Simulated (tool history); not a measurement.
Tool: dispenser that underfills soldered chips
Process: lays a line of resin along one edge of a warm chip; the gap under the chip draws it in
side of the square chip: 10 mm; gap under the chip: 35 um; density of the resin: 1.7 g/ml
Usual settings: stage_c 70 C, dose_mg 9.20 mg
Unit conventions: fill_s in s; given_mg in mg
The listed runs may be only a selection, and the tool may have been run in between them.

run     day  stage_c  dose_mg  fill_s  given_mg
  1   0.000       70     9.20   197.0      8.89
      0.417  -- new syringe of resin
  2   0.475       70     9.20   192.8      8.87
  3   0.738       70     9.20   283.9      8.87
      0.896  -- new syringe of resin
  4   1.038       70     9.20   220.7      8.83
      1.383  -- new syringe of resin
  5   1.383       70     9.20   181.4      8.83
  6   1.742       70     9.20   304.4      8.80
      1.867  -- new syringe of resin
  7   1.967       70     8.26   212.0      7.85
      2.362  -- new syringe of resin
  8   2.479       56     9.20   361.1      8.77
      2.842  -- new syringe of resin
  9   2.996       56     9.20   383.6      8.74
      3.333  -- new syringe of resin
 10   3.475       56     9.20   366.5      8.67
 11   3.712       56     9.20   524.6      8.65
      3.812  -- new syringe of resin
 12   4.029       56     9.20   424.5      8.66
      4.238  -- dispensing valve cleaned and set on the balance
      4.338  -- new syringe of resin
 13   4.446       56     9.20   351.9      9.25
      4.833  -- new syringe of resin
 14   4.954       56     9.20   351.8      9.15
      5.304  -- new syringe of resin
 15   5.467       70     9.20   224.5      9.05
      5.788  -- new syringe of resin
 16   5.996       75     9.20   197.0      9.09
      6.258  -- new syringe of resin
 17   6.525       75     9.20   217.2      9.07
      6.742  -- new syringe of resin
 18   6.762       61    10.69   249.4     10.42
 19   7.117       74     7.98   277.6      7.84
      7.217  -- new syringe of resin
 20   7.342       69     9.78   212.2      9.57
      7.721  -- new syringe of resin
 21   7.854       58    10.53   329.6     10.31
 22   8.142       58    10.53   502.9     10.27
      8.192  -- new syringe of resin
      8.671  -- new syringe of resin
 23   8.671       61     8.16   246.3      7.89
 24   9.112       67     8.10   388.4      7.83
      9.154  -- new syringe of resin
 25   9.342       75     9.18   193.1      8.87
      9.629  -- new syringe of resin
 26   9.688       75    11.05   155.7     10.58
 27  10.033       62    10.63   418.2     10.20
     10.112  -- new syringe of resin
 28  10.521       84     9.38   195.9      9.03
     10.604  -- new syringe of resin
 29  10.975       65    10.82   353.4     10.32

Run 30 comes next. What will it give?
     11.092  -- new syringe of resin
 30  11.196       76     9.26       ?         ?

{"run 30": {"fill_s": 164.0, "given_mg": 8.84}}
Had the tool carried no hidden state, the very same run would have given fill_s 150.3 s, given_mg 9.28 mg.

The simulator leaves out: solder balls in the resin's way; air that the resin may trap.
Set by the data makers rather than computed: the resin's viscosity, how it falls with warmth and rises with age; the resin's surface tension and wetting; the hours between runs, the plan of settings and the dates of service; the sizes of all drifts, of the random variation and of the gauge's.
